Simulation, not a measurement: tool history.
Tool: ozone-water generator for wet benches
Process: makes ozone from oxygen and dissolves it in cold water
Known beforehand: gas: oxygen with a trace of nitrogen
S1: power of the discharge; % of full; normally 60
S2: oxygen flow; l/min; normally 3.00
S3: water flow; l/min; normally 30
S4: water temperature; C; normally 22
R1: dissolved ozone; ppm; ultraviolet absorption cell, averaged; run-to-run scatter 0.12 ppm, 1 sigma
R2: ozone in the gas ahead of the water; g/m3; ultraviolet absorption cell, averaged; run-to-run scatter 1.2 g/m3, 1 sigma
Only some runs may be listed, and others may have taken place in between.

run    hour  S1    S2  S3  S4    R1     R2
  1     0.0  60  3.00  30  22  12.7  217.9
  2    21.1  60  3.00  30  22  12.7  216.0
  3    49.1  60  3.00  30  22  12.9  218.4
  4    82.2  60  3.00  30  22  12.6  219.6
  5   118.6  60  3.40  30  22  13.2  212.4
  6   155.3  74  3.00  30  22  15.3  259.5
  7   188.2  74  3.00  30  22  15.3  260.4
  8   233.4  60  3.00  30  22  12.7  219.0
  9   275.1  60  3.00  30  22  12.6  220.2
 10   315.5  60  2.70  30  22  12.2  223.9
 11   339.9  60  3.00  24  22  15.6  218.2
 12   376.7  60  3.00  24  22  15.4  219.7
 13   413.2  60  3.00  24  22  15.5  219.1
 14   460.0  60  3.00  20  22  18.2  220.6
 15   485.4  60  3.00  30  28  12.1  218.6
 16   517.0  60  3.00  30  22  12.8  218.5
 17   542.9  58  2.53  40  20   8.7  226.1
 18   573.7  51  2.10  40  20   7.1  216.3
 19   604.3  51  2.10  40  20   7.1  217.4
 20   648.0  45  2.10  24  20  10.8  198.0
 21   674.5  60  3.98  30  22  14.5  200.4
 22   698.5  79  3.00  18  20  25.6  274.7
 23   730.5  79  3.00  18  20  25.7  274.2
 24   772.9  73  3.11  18  20  24.4  259.0
 25   815.8  73  3.11  18  20  24.3  255.3
 26   851.6  73  3.11  18  20  24.4  256.7
 27   889.5  65  5.23  30  17  17.6  199.3
 28   929.2  65  5.23  30  17  17.8  199.8
 29   965.3  60  1.98  22  22  14.6  252.4
 30  1000.7  60  1.98  22  22  14.2  254.0
 31  1025.5  60  4.14  21  21  19.7  201.2
 32  1067.8  73  1.71  47  20   7.1  311.5

What if the next run were any one of these 3? Each begins from the tool's condition after run 32:
     1092.2  -- gauge calibrated
  A  1098.4  50  3.60  46  22   ?   ?
     1092.2  -- gauge calibrated
  B  1098.4  65  3.05  30  22   ?   ?
     1092.2  -- gauge calibrated
  C  1098.4  82  1.52  33  20   ?   ?

run    R1     R2
  A   7.6  175.1
  B  13.7  232.5
  C  10.8  349.3
What these runs would have given with no unlogged condition in the tool:
run    R1     R2
  A   7.6  175.1
  B  13.8  232.6
  C  10.8  349.5

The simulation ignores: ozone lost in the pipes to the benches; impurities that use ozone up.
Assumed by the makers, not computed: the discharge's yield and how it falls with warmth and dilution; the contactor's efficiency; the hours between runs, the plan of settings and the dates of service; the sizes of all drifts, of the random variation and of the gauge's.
